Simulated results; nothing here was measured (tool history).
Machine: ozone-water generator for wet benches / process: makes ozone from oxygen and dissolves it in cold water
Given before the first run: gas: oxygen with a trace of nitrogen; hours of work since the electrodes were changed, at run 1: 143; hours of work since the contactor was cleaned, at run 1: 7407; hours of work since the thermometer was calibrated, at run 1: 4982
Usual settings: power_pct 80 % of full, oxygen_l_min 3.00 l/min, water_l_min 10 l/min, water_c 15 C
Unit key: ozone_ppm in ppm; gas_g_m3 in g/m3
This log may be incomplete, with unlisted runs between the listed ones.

| run | hour | power_pct | oxygen_l_min | water_l_min | water_c | hours of work since the electrodes were changed | hours of work since the contactor was cleaned | hours of work since the thermometer was calibrated | ozone_ppm | gas_g_m3 |
|---|---|---|---|---|---|---|---|---|---|---|
| 1 | 0.0 | 80 | 3.00 | 10 | 15 | 143 | 7407 | 4982 | 23.2 | 165.8 |
| 2 | 47.0 | 80 | 3.00 | 10 | 15 | 175 | 7439 | 5014 | 22.8 | 165.5 |
| 3 | 80.0 | 80 | 3.00 | 10 | 15 | 198 | 7461 | 5037 | 23.0 | 163.6 |
| 4 | 123.7 | 80 | 3.00 | 10 | 15 | 228 | 7491 | 5067 | 22.9 | 165.8 |
| 5 | 180.8 | 80 | 3.00 | 10 | 15 | 266 | 7530 | 5105 | 22.9 | 165.7 |
| 6 | 241.5 | 80 | 3.00 | 10 | 15 | 308 | 7571 | 5147 | 23.0 | 163.4 |
| 7 | 298.2 | 80 | 3.00 | 10 | 15 | 346 | 7610 | 5185 | 23.0 | 162.8 |
|  | 305.0 | water thermometer calibrated |
| 8 | 334.8 | 80 | 3.00 | 10 | 15 | 371 | 7634 | 20 | 23.2 | 165.6 |
| 9 | 392.6 | 80 | 3.00 | 10 | 15 | 410 | 7674 | 60 | 23.3 | 164.2 |
| 10 | 433.7 | 80 | 3.00 | 10 | 15 | 438 | 7702 | 88 | 23.0 | 163.5 |
| 11 | 464.3 | 80 | 3.00 | 10 | 15 | 459 | 7723 | 108 | 23.4 | 162.9 |
| 12 | 518.9 | 80 | 3.00 | 10 | 15 | 496 | 7760 | 146 | 23.1 | 162.5 |
| 13 | 544.7 | 80 | 3.00 | 10 | 15 | 514 | 7777 | 163 | 23.3 | 162.4 |
| 14 | 589.3 | 80 | 3.00 | 10 | 15 | 544 | 7808 | 193 | 23.0 | 163.8 |
| 15 | 640.2 | 80 | 3.00 | 10 | 15 | 579 | 7842 | 228 | 22.7 | 161.9 |
| 16 | 681.9 | 80 | 3.00 | 10 | 11 | 607 | 7871 | 256 | 24.6 | 162.0 |
| 17 | 713.7 | 80 | 3.00 | 10 | 11 | 629 | 7892 | 278 | 24.4 | 162.1 |
| 18 | 762.3 | 96 | 2.15 | 10 | 10 | 662 | 7925 | 311 | 27.0 | 218.4 |
|  | 784.1 | contactor cleaned |
| 19 | 801.2 | 62 | 3.00 | 7 | 10 | 686 | 12 | 335 | 25.2 | 130.7 |
| 20 | 837.5 | 69 | 3.00 | 10 | 15 | 710 | 36 | 360 | 20.4 | 141.4 |
| 21 | 873.4 | 50 | 3.46 | 7 | 20 | 735 | 61 | 384 | 17.8 | 101.6 |
| 22 | 924.4 | 80 | 3.00 | 10 | 11 | 769 | 96 | 419 | 24.5 | 157.6 |
| 23 | 956.7 | 57 | 3.00 | 15 | 15 | 791 | 117 | 441 | 12.7 | 118.7 |
| 24 | 1009.0 | 91 | 3.45 | 6 | 23 | 827 | 153 | 476 | 29.4 | 168.6 |
|  | 1036.3 | gauge calibrated |
| 25 | 1060.4 | 71 | 1.54 | 9 | 9 | 862 | 188 | 511 | 21.3 | 199.9 |
| 26 | 1087.5 | 71 | 2.90 | 9 | 19 | 880 | 206 | 530 | 20.7 | 150.8 |
| 27 | 1128.6 | 80 | 3.13 | 9 | 7 | 908 | 234 | 558 | 28.2 | 162.3 |
| 28 | 1172.3 | 80 | 3.00 | 7 | 15 | 938 | 264 | 587 | 28.8 | 163.5 |
| 29 | 1223.8 | 63 | 3.00 | 10 | 19 | 973 | 299 | 622 | 17.8 | 134.0 |
| 30 | 1276.1 | 63 | 3.00 | 10 | 19 | 1009 | 335 | 658 | 17.6 | 134.7 |
| 31 | 1327.1 | 63 | 3.00 | 10 | 19 | 1043 | 369 | 693 | 17.7 | 134.8 |
| 32 | 1362.6 | 91 | 1.62 | 10 | 15 | 1067 | 394 | 717 | 23.2 | 243.1 |
| 33 | 1388.0 | 91 | 1.62 | 10 | 15 | 1085 | 411 | 734 | 23.2 | 240.4 |
| 34 | 1427.4 | 80 | 3.01 | 10 | 7 | 1112 | 438 | 761 | 26.0 | 163.4 |

Hidden state or all else? Some run-to-run changes of gas_g_m3, split into what the settings, what came in and random variation would give without the hidden state, and what is left for the hidden state (with any gauge scatter that isn't in both results):
Hidden state present: yield of the discharge, % of new electrodes'; contactor's efficiency, % of a clean one's; true water temperature over the reading, C; drift of the gauge itself on ozone_ppm, %; drift of the gauge itself on gas_g_m3, %.
Run 18 -> 19: power_pct 96 -> 62, oxygen_l_min 2.15 -> 3.00, water_l_min 10 -> 7, contactor cleaned. gas_g_m3 -87.7 g/m3: hidden state +1.9, all else -89.6.
Run 21 -> 22: power_pct 50 -> 80, oxygen_l_min 3.46 -> 3.00, water_l_min 7 -> 10, water_c 20 -> 11. gas_g_m3 +56.0 g/m3: hidden state -1.8, all else +57.8.
Run 24 -> 25: power_pct 91 -> 71, oxygen_l_min 3.45 -> 1.54, water_l_min 6 -> 9, water_c 23 -> 9, gauge calibrated. gas_g_m3 +31.3 g/m3: hidden state +4.8, all else +26.5.
Run 31 -> 32: power_pct 63 -> 91, oxygen_l_min 3.00 -> 1.62, water_c 19 -> 15. gas_g_m3 +108.3 g/m3: hidden state -1.2, all else +109.5.
Run 33 -> 34: power_pct 91 -> 80, oxygen_l_min 1.62 -> 3.01, water_c 15 -> 7. gas_g_m3 -77.0 g/m3: hidden state +0.6, all else -77.6.
